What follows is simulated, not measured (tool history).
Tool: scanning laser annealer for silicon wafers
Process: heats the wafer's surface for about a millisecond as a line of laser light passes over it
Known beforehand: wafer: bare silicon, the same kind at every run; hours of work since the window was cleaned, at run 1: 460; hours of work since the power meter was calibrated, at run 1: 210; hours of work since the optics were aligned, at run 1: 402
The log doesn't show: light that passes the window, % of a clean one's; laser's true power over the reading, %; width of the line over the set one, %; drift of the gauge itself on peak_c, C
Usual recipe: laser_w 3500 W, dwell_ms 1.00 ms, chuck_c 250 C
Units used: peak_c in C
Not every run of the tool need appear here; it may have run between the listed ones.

| run | day | laser_w | dwell_ms | chuck_c | hours of work since the window was cleaned | hours of work since the power meter was calibrated | hours of work since the optics were aligned | peak_c |
|---|---|---|---|---|---|---|---|---|
| 1 | 0.000 | 3500 | 1.00 | 250 | 460 | 210 | 402 | 998 |
| 2 | 0.346 | 3500 | 1.00 | 250 | 464 | 214 | 406 | 999 |
| 3 | 0.992 | 3500 | 1.00 | 250 | 471 | 221 | 413 | 999 |
| 4 | 1.746 | 3500 | 1.00 | 235 | 479 | 229 | 422 | 982 |
| 5 | 2.088 | 3500 | 1.05 | 235 | 483 | 233 | 426 | 1003 |
| 6 | 2.817 | 3500 | 1.05 | 257 | 491 | 241 | 434 | 1024 |
| 7 | 3.271 | 3500 | 1.05 | 257 | 496 | 246 | 439 | 1027 |
| 8 | 3.858 | 3500 | 1.00 | 236 | 503 | 253 | 445 | 983 |
| 9 | 4.450 | 3500 | 1.00 | 236 | 509 | 260 | 452 | 983 |
| 10 | 4.938 | 3500 | 1.00 | 236 | 515 | 265 | 457 | 984 |
| 11 | 5.696 | 3048 | 1.00 | 236 | 523 | 273 | 466 | 884 |
| 12 | 6.262 | 3048 | 1.08 | 236 | 529 | 280 | 472 | 916 |
| 13 | 6.908 | 3500 | 1.00 | 250 | 537 | 287 | 479 | 997 |
| 14 | 7.529 | 3837 | 1.00 | 250 | 544 | 294 | 486 | 1069 |
| 15 | 8.258 | 3500 | 1.00 | 250 | 552 | 302 | 494 | 994 |
| 16 | 8.833 | 3500 | 1.00 | 250 | 558 | 308 | 501 | 997 |
| 17 | 9.262 | 3500 | 1.00 | 250 | 563 | 313 | 505 | 996 |
| 18 | 9.592 | 3500 | 1.00 | 263 | 566 | 317 | 509 | 1004 |
| 19 | 10.308 | 3500 | 1.00 | 250 | 574 | 325 | 517 | 995 |
| 20 | 10.808 | 3500 | 1.00 | 250 | 580 | 330 | 523 | 993 |
| 21 | 11.392 | 3500 | 1.00 | 250 | 586 | 337 | 529 | 993 |
| 22 | 12.104 | 3500 | 1.00 | 250 | 594 | 345 | 537 | 992 |
| 23 | 12.771 | 3389 | 0.72 | 284 | 602 | 352 | 545 | 877 |
| 24 | 13.479 | 3691 | 1.11 | 238 | 610 | 360 | 552 | 1070 |
| 25 | 13.983 | 3500 | 0.81 | 244 | 615 | 366 | 558 | 903 |
| 26 | 14.471 | 3090 | 0.70 | 232 | 621 | 371 | 563 | 761 |
| 27 | 14.879 | 3090 | 0.70 | 232 | 625 | 376 | 568 | 760 |
| 28 | 15.404 | 3090 | 0.70 | 232 | 631 | 381 | 574 | 764 |
| 29 | 15.904 | 3090 | 0.92 | 232 | 637 | 387 | 579 | 853 |
| 30 | 16.612 | 2982 | 1.00 | 250 | 645 | 395 | 587 | 881 |
| 31 | 17.075 | 2982 | 1.00 | 250 | 650 | 400 | 592 | 883 |
| 32 | 17.462 | 2982 | 0.93 | 250 | 654 | 404 | 597 | 857 |
| 33 | 18.008 | 3500 | 0.90 | 243 | 660 | 410 | 603 | 941 |
| 34 | 18.325 | 3500 | 1.03 | 235 | 664 | 414 | 606 | 991 |
| 35 | 19.038 | 3500 | 1.03 | 235 | 672 | 422 | 614 | 986 |
| 36 | 19.588 | 3500 | 0.89 | 235 | 678 | 428 | 620 | 926 |
| 37 | 20.158 | 3234 | 1.18 | 235 | 684 | 434 | 627 | 989 |
| 38 | 20.812 | 3234 | 1.18 | 235 | 691 | 442 | 634 | 986 |
| 39 | 21.338 | 3234 | 1.18 | 235 | 697 | 447 | 640 | 991 |
| 40 | 22.079 | 3484 | 1.01 | 212 | 705 | 456 | 648 | 953 |
| 41 | 22.750 | 3169 | 1.24 | 227 | 713 | 463 | 656 | 987 |

3 options for the next run, each taken on its own from the tool as it stands now. Forecast them:
| A | 23.367 | 3500 | 1.16 | 248 | 720 | 470 | 662 | ? |
| B | 23.367 | 3812 | 1.20 | 227 | 720 | 470 | 662 | ? |
| C | 23.367 | 3437 | 1.09 | 227 | 720 | 470 | 662 | ? |

| run | peak_c |
|---|---|
| A | 1056 |
| B | 1125 |
| C | 989 |
Had the tool no hidden state, the same runs would have come out as:
| run | peak_c |
|---|---|
| A | 1082 |
| B | 1155 |
| C | 1014 |
